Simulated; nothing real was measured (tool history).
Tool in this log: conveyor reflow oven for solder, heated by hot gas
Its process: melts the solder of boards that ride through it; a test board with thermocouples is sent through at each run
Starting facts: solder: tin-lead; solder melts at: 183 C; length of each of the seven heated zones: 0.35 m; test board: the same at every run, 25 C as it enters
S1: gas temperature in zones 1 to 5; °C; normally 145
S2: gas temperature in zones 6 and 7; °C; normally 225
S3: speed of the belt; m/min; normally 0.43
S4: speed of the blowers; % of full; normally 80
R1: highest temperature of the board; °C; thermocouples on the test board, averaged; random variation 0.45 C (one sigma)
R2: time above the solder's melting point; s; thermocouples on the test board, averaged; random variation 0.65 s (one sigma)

Run 1, hour 0: usual settings. Result: R1 207.8 °C, R2 64.1 s.
Run 2, hour 37.5: usual settings but S2 213 °C. Result: R1 198.1 °C, R2 49.5 s.
Run 3, hour 67.4: usual settings. Result: R1 207.7 °C, R2 64.7 s.
Run 4, hour 97.6: usual settings. Result: R1 207 °C, R2 64.3 s.
Run 5, hour 124.6: usual settings. Result: R1 207.6 °C, R2 64.3 s.
Run 6, hour 162.1: usual settings. Result: R1 206.7 °C, R2 63.6 s.
Run 7, hour 189: usual settings. Result: R1 207.3 °C, R2 63 s.
Run 8, hour 224.3: usual settings. Result: R1 205.5 °C, R2 62.8 s.
Run 9, hour 272.2: usual settings. Result: R1 203.3 °C, R2 57.3 s.
Run 10, hour 294.7: usual settings. Result: R1 202.8 °C, R2 56.5 s.
Run 11, hour 329.4: usual settings but S2 237 °C. Result: R1 211.6 °C, R2 68.1 s.
Run 12, hour 361.2: usual settings but S2 237 °C. Result: R1 211.9 °C, R2 68.1 s.
Run 13, hour 413.9: usual settings but S2 237 °C. Result: R1 222 °C, R2 80.7 s.
Run 14, hour 450.1: usual settings but S3 0.363 m/min. Result: R1 215.8 °C, R2 91.9 s.
Run 15, hour 491.2: usual settings but S4 61 % of full. Result: R1 207 °C, R2 64.9 s.
Run 16, hour 519.7: usual settings but S3 0.496 m/min. Result: R1 205.9 °C, R2 54.6 s.
Run 17, hour 555.3: usual settings but S3 0.496 m/min. Result: R1 205.8 °C, R2 53.9 s.
Run 18, hour 589.8: usual settings but S3 0.364 m/min, S4 59 % of full. Result: R1 212.3 °C, R2 85.6 s.
Run 19, hour 628.4: usual settings but S3 0.364 m/min, S4 59 % of full. Result: R1 211.4 °C, R2 85.5 s.
Run 20, hour 671.5: usual settings but S3 0.364 m/min, S4 59 % of full. Result: R1 211.3 °C, R2 82.1 s.
Run 21, hour 710.1: usual settings but S3 0.364 m/min, S4 59 % of full. Result: R1 210.2 °C, R2 82.1 s.
Run 22, hour 759.8: usual settings but S3 0.401 m/min, S4 87 % of full. Result: R1 211.8 °C, R2 76.1 s.
Run 23, hour 787.6: usual settings but S1 139 °C, S3 0.401 m/min, S4 87 % of full. Result: R1 210.2 °C, R2 70.9 s.
Run 24, hour 832.6: usual settings but S1 139 °C, S3 0.401 m/min, S4 87 % of full. Result: R1 209.2 °C, R2 70.7 s.
Run 25, hour 870.2: usual settings but S1 130 °C, S2 217 °C, S3 0.344 m/min, S4 84 % of full. Result: R1 206.3 °C, R2 72.2 s.
Run 26, hour 894.8: usual settings but S2 222 °C, S4 79 % of full. Result: R1 205.4 °C, R2 61.5 s.
Run 27, hour 945: usual settings but S2 220 °C. Result: R1 203.3 °C, R2 58.4 s.
Run 28, hour 986.5: usual settings but S2 224 °C, S3 0.341 m/min. Result: R1 213.2 °C, R2 92.8 s.
Run 29, hour 1034.8: usual settings but S1 132 °C, S2 224 °C. Result: R1 208.4 °C, R2 60.6 s.
Run 30, hour 1078.6: usual settings but S1 133 °C, S4 51 % of full. Result: R1 202.7 °C, R2 51.9 s.

The log once held 4 entries between its listed runs, left out of this copy. Where does each go, and what is different about the tool's unlogged condition between the listed run before it and the listed run after it?
Logged between run 8 and run 9: flux residue cleaned out of gas plates and filters (hour 239.3)
  heat that the gas passes to the board, % of a clean oven's: 83.5 -> 72.9; belt's true speed, % of the reading: 98.83 -> 98.74; true gas temperature in zones 6 and 7 over the reading, C: 0.76 -> 0.82
  difference, measured minus the result without the unlogged condition, R1: -3.5 -> -7 °C; R2: -5.6 -> -12.9 s
Logged between run 12 and run 13: flux residue cleaned out of gas plates and filters, once more (hour 399.7)
  heat that the gas passes to the board, % of a clean oven's: 71 -> 99.4; belt's true speed, % of the reading: 98.56 -> 98.46; true gas temperature in zones 6 and 7 over the reading, C: 0.96 -> 1.04
  difference, measured minus the result without the unlogged condition, R1: -8.5 -> +1.2 °C; R2: -10.3 -> +2.3 s
Logged between run 19 and run 20: belt drive overhauled, speed set with a stopwatch (hour 670.8)
  heat that the gas passes to the board, % of a clean oven's: 93.2 -> 92.1; belt's true speed, % of the reading: 97.99 -> 100.01; true gas temperature in zones 6 and 7 over the reading, C: 1.36 -> 1.42
  difference, measured minus the result without the unlogged condition, R1: +0.4 -> -0.3 °C; R2: +1.9 -> -1.3 s
Logged between run 28 and run 29: flux residue cleaned out of gas plates and filters (hour 1011.3)
  heat that the gas passes to the board, % of a clean oven's: 83.7 -> 99; belt's true speed, % of the reading: 99.35 -> 99.25; true gas temperature in zones 6 and 7 over the reading, C: 1.91 -> 1.98
  difference, measured minus the result without the unlogged condition, R1: -1.5 -> +1.7 °C; R2: -3 -> +2.5 s

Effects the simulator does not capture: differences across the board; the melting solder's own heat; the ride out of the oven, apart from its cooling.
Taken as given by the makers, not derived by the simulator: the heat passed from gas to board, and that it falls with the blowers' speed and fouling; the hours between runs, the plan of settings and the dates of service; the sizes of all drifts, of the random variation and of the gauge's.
